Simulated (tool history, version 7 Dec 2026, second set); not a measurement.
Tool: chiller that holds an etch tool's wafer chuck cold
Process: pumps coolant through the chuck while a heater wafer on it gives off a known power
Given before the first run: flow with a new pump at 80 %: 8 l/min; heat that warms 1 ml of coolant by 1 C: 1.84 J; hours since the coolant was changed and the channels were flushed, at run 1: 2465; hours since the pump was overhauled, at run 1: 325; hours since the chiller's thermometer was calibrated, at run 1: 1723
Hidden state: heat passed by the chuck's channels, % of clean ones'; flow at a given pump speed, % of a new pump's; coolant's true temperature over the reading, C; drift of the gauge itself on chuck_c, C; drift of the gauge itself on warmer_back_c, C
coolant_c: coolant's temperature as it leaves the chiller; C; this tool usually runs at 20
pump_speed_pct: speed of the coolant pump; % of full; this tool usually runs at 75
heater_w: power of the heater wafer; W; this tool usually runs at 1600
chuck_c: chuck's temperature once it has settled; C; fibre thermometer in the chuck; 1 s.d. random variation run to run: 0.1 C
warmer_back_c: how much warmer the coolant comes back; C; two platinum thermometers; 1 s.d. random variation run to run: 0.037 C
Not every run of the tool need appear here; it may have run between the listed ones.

| run | hour | coolant_c | pump_speed_pct | heater_w | hours since the coolant was changed and the channels were flushed | hours since the pump was overhauled | hours since the chiller's thermometer was calibrated | chuck_c | warmer_back_c |
|---|---|---|---|---|---|---|---|---|---|
| 1 | 0.0 | 20 | 75 | 1600 | 2465 | 325 | 1723 | 34.2 | 7.06 |
| 2 | 47.0 | 20 | 75 | 1600 | 2512 | 372 | 1770 | 34.2 | 7.08 |
| 3 | 136.0 | 20 | 75 | 1600 | 2601 | 460 | 1859 | 34.4 | 7.08 |
| 4 | 239.2 | 20 | 75 | 1600 | 2704 | 564 | 1962 | 34.5 | 7.13 |
| 5 | 337.3 | 20 | 75 | 1600 | 2802 | 662 | 2060 | 34.7 | 7.15 |
|  | 344.7 | chiller's thermometer calibrated |
| 6 | 417.6 | 20 | 65 | 1600 | 2881 | 741 | 73 | 36.3 | 8.46 |
| 7 | 469.8 | 20 | 65 | 1600 | 2934 | 793 | 125 | 36.2 | 8.47 |
| 8 | 535.1 | 20 | 75 | 1600 | 2999 | 859 | 190 | 34.7 | 7.26 |
| 9 | 587.6 | 21 | 83 | 1600 | 3051 | 911 | 243 | 34.6 | 6.51 |
| 10 | 639.9 | 24 | 91 | 1917 | 3104 | 963 | 295 | 39.5 | 7.08 |
| 11 | 686.6 | 25 | 71 | 935 | 3150 | 1010 | 342 | 33.9 | 4.48 |
|  | 752.4 | chiller's thermometer calibrated, once more |
| 12 | 763.0 | 20 | 88 | 1600 | 3226 | 1086 | 11 | 33.7 | 6.17 |
| 13 | 819.0 | 20 | 79 | 2215 | 3282 | 1141 | 67 | 40.8 | 9.57 |
| 14 | 864.9 | 25 | 70 | 1012 | 3328 | 1187 | 113 | 35.4 | 4.97 |
| 15 | 919.5 | 25 | 70 | 1012 | 3382 | 1242 | 167 | 35.3 | 5.04 |

5 ways to go on from here, each from the tool as it stands after run 15. What would each give?
| A | 1016.0 | 20 | 75 | 1509 | 3479 | 1338 | 264 | ? | ? |
| B | 1016.0 | 11 | 84 | 1532 | 3479 | 1338 | 264 | ? | ? |
| C | 1016.0 | 13 | 63 | 1802 | 3479 | 1338 | 264 | ? | ? |
| D | 1016.0 | 16 | 70 | 1547 | 3479 | 1338 | 264 | ? | ? |
| E | 1016.0 | 10 | 61 | 2002 | 3479 | 1338 | 264 | ? | ? |

| run | chuck_c | warmer_back_c |
|---|---|---|
| A | 34.8 | 6.95 |
| B | 24.8 | 6.28 |
| C | 33.3 | 10.07 |
| D | 31.8 | 7.67 |
| E | 33.0 | 11.55 |
Take away the tool's hidden state, keep each run's random variation, and the runs would have read:
| run | chuck_c | warmer_back_c |
|---|---|---|
| A | 32.0 | 6.59 |
| B | 22.2 | 5.95 |
| C | 29.7 | 9.54 |
| D | 28.9 | 7.26 |
| E | 28.9 | 10.94 |
